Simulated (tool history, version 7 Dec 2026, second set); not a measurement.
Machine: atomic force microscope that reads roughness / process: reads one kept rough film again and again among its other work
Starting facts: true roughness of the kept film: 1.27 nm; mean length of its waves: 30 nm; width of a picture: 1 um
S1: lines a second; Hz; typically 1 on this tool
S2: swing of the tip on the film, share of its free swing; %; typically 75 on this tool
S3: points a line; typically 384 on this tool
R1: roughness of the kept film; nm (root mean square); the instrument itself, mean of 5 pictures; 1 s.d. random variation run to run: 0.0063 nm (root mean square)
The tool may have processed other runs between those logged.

run 1 hour=0 | S1=1 S2=75 S3=384 | R1=1.089
run 2 hour=10.6 | S1=1 S2=75 S3=384 | R1=1.191
run 3 hour=18.9 | S1=1 S2=75 S3=384 | R1=1.181
run 4 hour=34.6 | S1=1 S2=75 S3=384 | R1=1.175
run 5 hour=50.5 | S1=1 S2=75 S3=384 | R1=1.17
run 6 hour=60.9 | S1=1 S2=75 S3=384 | R1=1.159
run 7 hour=75.8 | S1=1 S2=75 S3=384 | R1=1.131
run 8 hour=85.8 | S1=1 S2=75 S3=384 | R1=1.134
run 9 hour=100.7 | S1=0.82 S2=75 S3=384 | R1=1.13
run 10 hour=116.6 | S1=0.82 S2=75 S3=384 | R1=1.111
run 11 hour=132.8 | S1=0.82 S2=75 S3=384 | R1=1.11
run 12 hour=146.2 | S1=0.82 S2=75 S3=384 | R1=1.098
run 13 hour=160.3 | S1=0.82 S2=75 S3=384 | R1=1.196
run 14 hour=172.1 | S1=1.5 S2=75 S3=716 | R1=1.174
run 15 hour=189.7 | S1=1.5 S2=75 S3=716 | R1=1.163
run 16 hour=206.3 | S1=1.78 S2=57 S3=716 | R1=1.172
run 17 hour=218.6 | S1=0.5 S2=64 S3=259 | R1=1.159

Removed from this log: 2 entries logged between the listed runs. Between which two listed runs does each belong, and how does the tool's hidden state at the listed run before it compare with that at the listed run after it?
Run 1 -> run 2: new tip fitted (hour 6.9)
  radius of the tip, nm: 23.6 -> 6.1
  measured minus no-state result, R1: -0.112 -> -0.009 nm (root mean square)
Run 12 -> run 13: new tip fitted (hour 156.4)
  radius of the tip, nm: 23.6 -> 6; height scale over the true one, %: -0.26 -> -0.27
  measured minus no-state result, R1: -0.114 -> -0.01 nm (root mean square)
